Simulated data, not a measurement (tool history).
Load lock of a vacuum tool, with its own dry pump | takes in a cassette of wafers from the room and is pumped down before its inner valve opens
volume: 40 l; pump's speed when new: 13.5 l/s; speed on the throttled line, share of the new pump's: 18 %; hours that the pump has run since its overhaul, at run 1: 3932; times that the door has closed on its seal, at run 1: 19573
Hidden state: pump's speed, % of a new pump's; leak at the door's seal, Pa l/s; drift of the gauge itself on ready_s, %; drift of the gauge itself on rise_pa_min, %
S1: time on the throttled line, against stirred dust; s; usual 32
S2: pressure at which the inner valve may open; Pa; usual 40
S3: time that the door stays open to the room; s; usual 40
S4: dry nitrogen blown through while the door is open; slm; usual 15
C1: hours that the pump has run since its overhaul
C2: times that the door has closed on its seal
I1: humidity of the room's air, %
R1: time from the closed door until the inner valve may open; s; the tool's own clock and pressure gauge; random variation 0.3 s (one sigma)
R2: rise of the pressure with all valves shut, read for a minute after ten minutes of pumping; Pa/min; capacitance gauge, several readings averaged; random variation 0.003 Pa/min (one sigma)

run 1 day=0.000 | S1=32 S2=40 S3=40 S4=15 | C1=3932 C2=19573 | I1=43.1 | R1=50.4 R2=0.094
run 2 day=20.721 | S1=32 S2=40 S3=40 S4=15 | C1=4430 C2=20152 | I1=46.0 | R1=49.9 R2=0.103
run 3 day=46.029 | S1=32 S2=40 S3=40 S4=15 | C1=5037 C2=20861 | I1=46.5 | R1=50.5 R2=0.107
run 4 day=69.433 | S1=32 S2=40 S3=79 S4=15 | C1=5599 C2=21516 | I1=46.7 | R1=50.8 R2=0.129
run 5 day=97.929 | S1=32 S2=40 S3=79 S4=15 | C1=6283 C2=22313 | I1=46.2 | R1=51.1 R2=0.131
run 6 day=117.608 | S1=32 S2=40 S3=79 S4=15 | C1=6755 C2=22864 | I1=46.3 | R1=50.5 R2=0.140
run 7 day=139.217 | S1=32 S2=40 S3=79 S4=15 | C1=7273 C2=23469 | I1=47.5 | R1=50.9 R2=0.142
run 8 day=153.025 | S1=32 S2=40 S3=79 S4=15 | C1=7605 C2=23855 | I1=45.6 | R1=51.0 R2=0.135
run 9 day=167.825 | S1=32 S2=40 S3=40 S4=25 | C1=7960 C2=24269 | I1=43.9 | R1=50.8 R2=0.112
run 10 day=191.958 | S1=32 S2=40 S3=40 S4=25 | C1=8539 C2=24945 | I1=46.4 | R1=51.5 R2=0.120
run 11 day=216.408 | S1=32 S2=40 S3=40 S4=25 | C1=9126 C2=25629 | I1=48.5 | R1=50.9 R2=0.135
run 12 day=240.921 | S1=32 S2=40 S3=40 S4=25 | C1=9714 C2=26315 | I1=44.6 | R1=51.7 R2=0.135
run 13 day=262.842 | S1=32 S2=40 S3=40 S4=25 | C1=10240 C2=26928 | I1=45.0 | R1=51.7 R2=0.131
run 14 day=283.150 | S1=32 S2=40 S3=40 S4=25 | C1=10728 C2=27496 | I1=46.9 | R1=51.2 R2=0.142
run 15 day=302.404 | S1=32 S2=40 S3=40 S4=25 | C1=11190 C2=28035 | I1=45.4 | R1=51.7 R2=0.141
run 16 day=320.104 | S1=32 S2=40 S3=40 S4=25 | C1=11615 C2=28531 | I1=40.1 | R1=51.6 R2=0.146
-- day=321.917 dry pump taken out, an overhauled one fitted
run 17 day=346.383 | S1=45 S2=40 S3=40 S4=15 | C1=587 C2=29259 | I1=49.2 | R1=60.0 R2=0.158
run 18 day=373.479 | S1=49 S2=32 S3=45 S4=23 | C1=1237 C2=30017 | I1=45.1 | R1=64.2 R2=0.160
run 19 day=390.875 | S1=35 S2=32 S3=27 S4=23 | C1=1655 C2=30504 | I1=45.8 | R1=53.7 R2=0.158
run 20 day=420.379 | S1=61 S2=76 S3=33 S4=15 | C1=2363 C2=31330 | I1=46.5 | R1=71.0 R2=0.172
run 21 day=441.329 | S1=32 S2=40 S3=40 S4=34 | C1=2866 C2=31916 | I1=46.7 | R1=50.3 R2=0.165
run 22 day=458.771 | S1=32 S2=40 S3=41 S4=12 | C1=3285 C2=32404 | I1=43.7 | R1=50.2 R2=0.186
run 23 day=482.500 | S1=60 S2=40 S3=41 S4=24 | C1=3854 C2=33068 | I1=46.5 | R1=73.5 R2=0.183
run 24 day=494.517 | S1=32 S2=40 S3=150 S4=15 | C1=4142 C2=33405 | I1=43.8 | R1=50.0 R2=0.226
run 25 day=517.471 | S1=30 S2=59 S3=42 S4=15 | C1=4693 C2=34047 | I1=43.4 | R1=47.9 R2=0.195
-- day=534.242 door's seal changed, seat wiped
run 26 day=541.146 | S1=32 S2=40 S3=42 S4=5 | C1=5260 C2=193 | I1=45.4 | R1=50.2 R2=0.055
run 27 day=555.038 | S1=32 S2=40 S3=40 S4=5 | C1=5593 C2=582 | I1=46.6 | R1=50.8 R2=0.059
run 28 day=577.408 | S1=33 S2=40 S3=40 S4=15 | C1=6130 C2=1208 | I1=44.7 | R1=51.1 R2=0.038
run 29 day=594.067 | S1=32 S2=40 S3=133 S4=42 | C1=6530 C2=1674 | I1=46.2 | R1=50.7 R2=0.044
run 30 day=623.175 | S1=32 S2=40 S3=33 S4=16 | C1=7229 C2=2488 | I1=46.7 | R1=51.1 R2=0.040
run 31 day=639.958 | S1=32 S2=40 S3=46 S4=5 | C1=7631 C2=2958 | I1=42.5 | R1=50.9 R2=0.059
run 32 day=663.533 | S1=32 S2=40 S3=46 S4=5 | C1=8197 C2=3618 | I1=44.5 | R1=51.2 R2=0.068

4 ways to go on from here, each from the tool as it stands after run 32. What would each give?
run A day=677.283 | S1=32 S2=64 S3=228 S4=15 | C1=8527 C2=4003 | I1=47.9 | R1=? R2=?
run B day=677.283 | S1=50 S2=69 S3=46 S4=5 | C1=8527 C2=4003 | I1=47.4 | R1=? R2=?
run C day=677.283 | S1=49 S2=40 S3=40 S4=15 | C1=8527 C2=4003 | I1=45.5 | R1=? R2=?
run D day=677.283 | S1=32 S2=57 S3=39 S4=5 | C1=8527 C2=4003 | I1=42.8 | R1=? R2=?

run=A R1=49.3 R2=0.112
run=B R1=64.2 R2=0.071
run=C R1=65.0 R2=0.046
run=D R1=49.8 R2=0.063
Without the tool's hidden state the same runs would have given:
run=A R1=48.0 R2=0.104
run=B R1=63.2 R2=0.063
run=C R1=63.8 R2=0.038
run=D R1=48.5 R2=0.055
